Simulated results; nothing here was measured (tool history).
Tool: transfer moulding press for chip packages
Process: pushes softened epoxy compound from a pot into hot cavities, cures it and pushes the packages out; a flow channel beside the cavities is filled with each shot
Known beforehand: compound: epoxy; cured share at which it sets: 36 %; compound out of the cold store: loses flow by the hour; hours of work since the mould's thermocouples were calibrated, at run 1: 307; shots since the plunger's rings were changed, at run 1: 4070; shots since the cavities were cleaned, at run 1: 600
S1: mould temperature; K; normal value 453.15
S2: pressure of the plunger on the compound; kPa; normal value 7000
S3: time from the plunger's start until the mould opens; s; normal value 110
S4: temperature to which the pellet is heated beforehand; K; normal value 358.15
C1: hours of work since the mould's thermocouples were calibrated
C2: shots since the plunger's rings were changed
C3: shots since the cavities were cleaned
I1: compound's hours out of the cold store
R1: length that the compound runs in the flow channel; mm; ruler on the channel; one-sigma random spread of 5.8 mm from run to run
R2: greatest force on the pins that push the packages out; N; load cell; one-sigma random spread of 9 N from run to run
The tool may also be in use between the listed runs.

| run | day | S1 | S2 | S3 | S4 | C1 | C2 | C3 | I1 | R1 | R2 |
|---|---|---|---|---|---|---|---|---|---|---|---|
| 1 | 0.000 | 453.15 | 7000 | 110 | 358.15 | 307 | 4070 | 600 | 41.1 | 728 | 592 |
| 2 | 0.504 | 453.15 | 7000 | 110 | 358.15 | 317 | 4224 | 754 | 27.8 | 774 | 632 |
|  | 0.833 | cavities cleaned with cleaning compound and waxed |
| 3 | 1.033 | 447.15 | 7000 | 110 | 358.15 | 325 | 4367 | 62 | 46.1 | 727 | 579 |
|  | 1.396 | plunger's sealing rings changed |
| 4 | 1.742 | 447.15 | 7000 | 94 | 358.15 | 336 | 106 | 246 | 44.2 | 779 | 944 |
| 5 | 2.467 | 447.15 | 7000 | 94 | 358.15 | 349 | 327 | 467 | 15.6 | 884 | 1123 |
| 6 | 3.050 | 447.15 | 7000 | 94 | 358.15 | 360 | 505 | 645 | 19.6 | 867 | 1190 |
|  | 3.688 | cavities cleaned with cleaning compound and waxed |
| 7 | 3.688 | 447.15 | 7000 | 94 | 358.15 | 370 | 681 | 0 | 34.6 | 808 | 759 |
| 8 | 4.525 | 445.15 | 7000 | 110 | 358.15 | 386 | 937 | 256 | 12.4 | 895 | 878 |
| 9 | 5.392 | 453.15 | 7000 | 110 | 358.15 | 402 | 1202 | 521 | 9.0 | 888 | 597 |
| 10 | 6.117 | 453.15 | 7000 | 110 | 358.15 | 415 | 1423 | 742 | 23.2 | 823 | 614 |
|  | 6.250 | mould's thermocouples calibrated |
|  | 6.583 | cavities cleaned with cleaning compound and waxed |
| 11 | 7.117 | 453.15 | 7000 | 110 | 358.15 | 15 | 1683 | 162 | 33.3 | 780 | 481 |
| 12 | 8.038 | 453.15 | 7000 | 110 | 358.15 | 31 | 1964 | 443 | 40.2 | 757 | 576 |
| 13 | 9.096 | 453.15 | 7000 | 110 | 358.15 | 51 | 2288 | 767 | 28.1 | 803 | 628 |
|  | 9.379 | cavities cleaned with cleaning compound and waxed |
|  | 9.554 | mould's thermocouples calibrated, once more |
| 14 | 10.067 | 453.15 | 7000 | 110 | 358.15 | 9 | 2540 | 184 | 33.9 | 778 | 479 |
| 15 | 10.958 | 455.15 | 6220 | 108 | 357.15 | 26 | 2813 | 457 | 28.1 | 740 | 534 |
| 16 | 11.667 | 445.15 | 7000 | 110 | 358.15 | 39 | 3029 | 673 | 41.9 | 757 | 868 |
|  | 12.221 | cavities cleaned with cleaning compound and waxed |
| 17 | 12.625 | 454.15 | 5520 | 144 | 365.15 | 55 | 3302 | 123 | 11.0 | 745 | 394 |
| 18 | 13.192 | 454.15 | 7210 | 111 | 366.15 | 65 | 3475 | 296 | 45.8 | 726 | 496 |
| 19 | 13.717 | 454.15 | 7210 | 111 | 366.15 | 75 | 3636 | 457 | 19.2 | 820 | 539 |
| 20 | 14.712 | 453.15 | 8310 | 110 | 360.15 | 93 | 3940 | 761 | 22.7 | 860 | 633 |
|  | 15.012 | cavities cleaned with cleaning compound and waxed |
| 21 | 15.592 | 453.15 | 8310 | 110 | 360.15 | 108 | 4189 | 177 | 31.1 | 826 | 491 |
| 22 | 16.054 | 458.15 | 5670 | 107 | 359.15 | 116 | 4331 | 319 | 15.5 | 715 | 490 |
|  | 16.542 | plunger's sealing rings changed |
| 23 | 16.767 | 452.15 | 7360 | 98 | 359.15 | 127 | 68 | 504 | 30.7 | 822 | 719 |
| 24 | 17.750 | 460.15 | 5970 | 145 | 360.15 | 145 | 369 | 805 | 27.1 | 732 | 512 |
|  | 17.896 | cavities cleaned with cleaning compound and waxed |
| 25 | 18.725 | 460.15 | 5970 | 145 | 355.15 | 162 | 648 | 254 | 15.9 | 775 | 442 |
| 26 | 19.575 | 453.15 | 7000 | 117 | 358.15 | 177 | 907 | 513 | 27.2 | 801 | 538 |
| 27 | 20.558 | 457.15 | 5890 | 97 | 358.15 | 195 | 1207 | 813 | 18.7 | 772 | 613 |

Results for each run, recomputed without the tool's hidden state and with each run's random variation untouched:
The tool's hidden condition here consists of: true mould temperature over the reading, C; pressure that reaches the compound, % of what is set; grip of the stained cavities, % over clean ones'; drift of the gauge itself on flow_mm, %; drift of the gauge itself on push_out_n, %.
| run | R1 | R2 |
|---|---|---|
| 1 | 782 | 407 |
| 2 | 833 | 416 |
| 3 | 784 | 534 |
| 4 | 781 | 761 |
| 5 | 890 | 810 |
| 6 | 876 | 810 |
| 7 | 819 | 736 |
| 8 | 910 | 696 |
| 9 | 907 | 425 |
| 10 | 843 | 411 |
| 11 | 802 | 405 |
| 12 | 782 | 414 |
| 13 | 834 | 411 |
| 14 | 812 | 407 |
| 15 | 776 | 391 |
| 16 | 797 | 595 |
| 17 | 788 | 350 |
| 18 | 769 | 396 |
| 19 | 871 | 395 |
| 20 | 919 | 424 |
| 21 | 887 | 414 |
| 22 | 769 | 378 |
| 23 | 825 | 518 |
| 24 | 737 | 338 |
| 25 | 784 | 355 |
| 26 | 813 | 383 |
| 27 | 788 | 405 |
